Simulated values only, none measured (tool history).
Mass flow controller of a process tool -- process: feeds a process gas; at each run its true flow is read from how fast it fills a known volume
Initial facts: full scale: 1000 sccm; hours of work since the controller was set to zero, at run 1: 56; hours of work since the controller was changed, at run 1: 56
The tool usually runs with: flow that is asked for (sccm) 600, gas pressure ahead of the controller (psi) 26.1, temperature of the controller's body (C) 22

run,day,flow that is asked for (sccm),gas pressure ahead of the controller (psi),temperature of the controller's body (C),hours of work since the controller was set to zero,hours of work since the controller was changed,true flow (%)
1,0,600,26.1,22,56,56,99.2
2,7.242,600,26.1,22,135,135,99.25
3,16.058,600,26.1,22,232,232,99.38
4,21.779,600,26.1,22,295,295,99.47
5,26.162,532,26.1,22,343,343,99.51
6,33.138,600,31.5,22,420,420,99.73
7,40.517,600,26.1,22,501,501,99.67
8,46.971,600,26.1,22,571,571,99.71
9,53.962,600,26.1,22,648,648,99.83
10,59.988,600,26.1,22,714,714,99.71
11,67.821,600,30.5,22,800,800,99.97
12,74.038,600,30.5,22,869,869,100.13
13,80.192,600,30.5,22,936,936,100.07
# day 87.383: gauge calibrated
14,88.708,198,26.1,22,1030,1030,98.93
15,95.425,363,26.1,22,1103,1103,99.09
16,100.608,363,26.1,22,1160,1160,99.2
17,110.446,363,26.1,22,1268,1268,99.22
18,116.079,363,26.1,22,1330,1330,99.39
19,126.421,600,26.1,22,1444,1444,99.63
20,132.608,600,26.1,22,1512,1512,99.66
21,143.067,600,26.1,22,1626,1626,99.77
22,150.133,600,26.1,22,1704,1704,99.8
23,159.5,600,26.1,22,1807,1807,99.79
24,164.038,600,26.1,22,1857,1857,99.97
25,168.879,600,26.1,22,1910,1910,99.92
26,176.067,600,25.1,39,1989,1989,101.06
27,182.167,317,21.3,39,2056,2056,100.83

Estimate the outcome of run 28 from the log above:
28,188.254,317,22.2,28,2122,2122,?

Run 28 produced true flow (%) 100.2.
Were there no unlogged condition in the tool, this run, its random variation unchanged, would have produced true flow (%) 99.42.

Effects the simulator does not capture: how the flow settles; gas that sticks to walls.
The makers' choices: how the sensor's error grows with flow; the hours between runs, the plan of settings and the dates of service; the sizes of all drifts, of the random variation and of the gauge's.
